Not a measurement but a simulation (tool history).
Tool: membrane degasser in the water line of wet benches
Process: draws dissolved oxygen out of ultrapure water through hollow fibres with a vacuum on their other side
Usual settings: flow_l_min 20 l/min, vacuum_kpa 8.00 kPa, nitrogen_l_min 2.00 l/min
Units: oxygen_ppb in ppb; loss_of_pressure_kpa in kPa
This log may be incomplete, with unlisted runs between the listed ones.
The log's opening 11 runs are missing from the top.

run,hour,flow_l_min,vacuum_kpa,nitrogen_l_min,hours since the membrane was changed,hours since the vacuum gauge was calibrated,hours since the vacuum lines were made tight,oxygen_ppb,loss_of_pressure_kpa
12,2488.0,20,8.00,2.00,9288,1617,2670,137.6,33.33
13,2629.1,20,14.56,2.00,9429,1758,2811,287.0,33.65
14,2953.4,20,14.56,2.00,9753,2083,3135,284.4,33.38
15,3174.0,20,14.56,2.00,9974,2303,3356,288.5,33.43
# hour 3191.4: seals of the vacuum lines changed
16,3326.2,28,14.56,2.00,10124,2454,135,448.9,46.76
17,3619.4,28,14.56,2.00,10417,2747,428,446.7,46.78
18,3757.0,20,8.00,1.78,10555,2884,566,151.4,33.30
19,4061.1,20,13.27,2.72,10859,3189,870,201.6,33.23
# hour 4237.4: membrane cartridge changed
20,4371.4,20,13.27,2.72,134,3495,1176,199.3,33.13
21,4520.5,20,13.27,2.72,283,3644,1325,203.7,33.23
22,4672.0,15,16.20,1.76,435,3795,1477,263.2,24.74
23,4900.6,27,11.90,1.46,663,4024,1705,435.7,45.12
24,5059.5,25,12.51,1.22,822,4183,1864,469.1,41.58

Estimate the outcome of run 25 from the log above:
25,5197.6,25,12.51,1.22,960,4321,2002,?,?

{"run 25": {"oxygen_ppb": 473.6, "loss_of_pressure_kpa": 41.61}}
The same run, on a tool lacking any hidden state, would have yielded oxygen_ppb 473.3 ppb, loss_of_pressure_kpa 42.35 kPa.
